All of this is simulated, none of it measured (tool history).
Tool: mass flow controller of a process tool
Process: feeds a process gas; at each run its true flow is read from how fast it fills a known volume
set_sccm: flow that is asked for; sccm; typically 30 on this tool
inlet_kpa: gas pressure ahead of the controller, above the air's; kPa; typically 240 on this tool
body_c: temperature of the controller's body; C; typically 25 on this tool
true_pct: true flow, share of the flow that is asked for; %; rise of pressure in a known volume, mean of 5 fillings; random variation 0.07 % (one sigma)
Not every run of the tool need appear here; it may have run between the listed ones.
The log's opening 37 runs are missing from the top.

run    hour  set_sccm  inlet_kpa  body_c  hours of work since the controller was set to zero  hours of work since the controller was changed  true_pct
 38    3276        88        195      25                                                2678                                            2678    100.31
 39  3357.7        63        151      30                                                2711                                            2711    100.51
 40    3463        49        259      39                                                2754                                            2754    101.19
 41  3541.3        63        179      22                                                2785                                            2785     99.66
 42  3655.1        39        240      40                                                2831                                            2831    101.28
 43  3739.9        39        240      40                                                2866                                            2866    101.46
 44    3800        71        227      24                                                2890                                            2890     99.79
 45  3890.9        10        240      35                                                2927                                            2927    103.52
 46  3953.3        10        241      35                                                2952                                            2952    103.48
 47  4042.4        10        241      35                                                2988                                            2988    103.74
 48  4113.3        10        241      35                                                3017                                            3017    103.68
 49  4218.5        14        279      27                                                3060                                            3060    101.54

Branching from run 49: 4 alternative next runs. What would each branch give?
  A  4270.8        42        150      26                                                3081                                            3081         ?
  B  4270.8        11        153      30                                                3081                                            3081         ?
  C  4270.8        33        240      28                                                3081                                            3081         ?
  D  4270.8        34        240      25                                                3081                                            3081         ?

run  true_pct
  A    100.26
  B    103.01
  C    100.19
  D     99.77
What these runs would have given with no unlogged condition in the tool:
run  true_pct
  A     99.22
  B     98.83
  C     98.85
  D     98.47
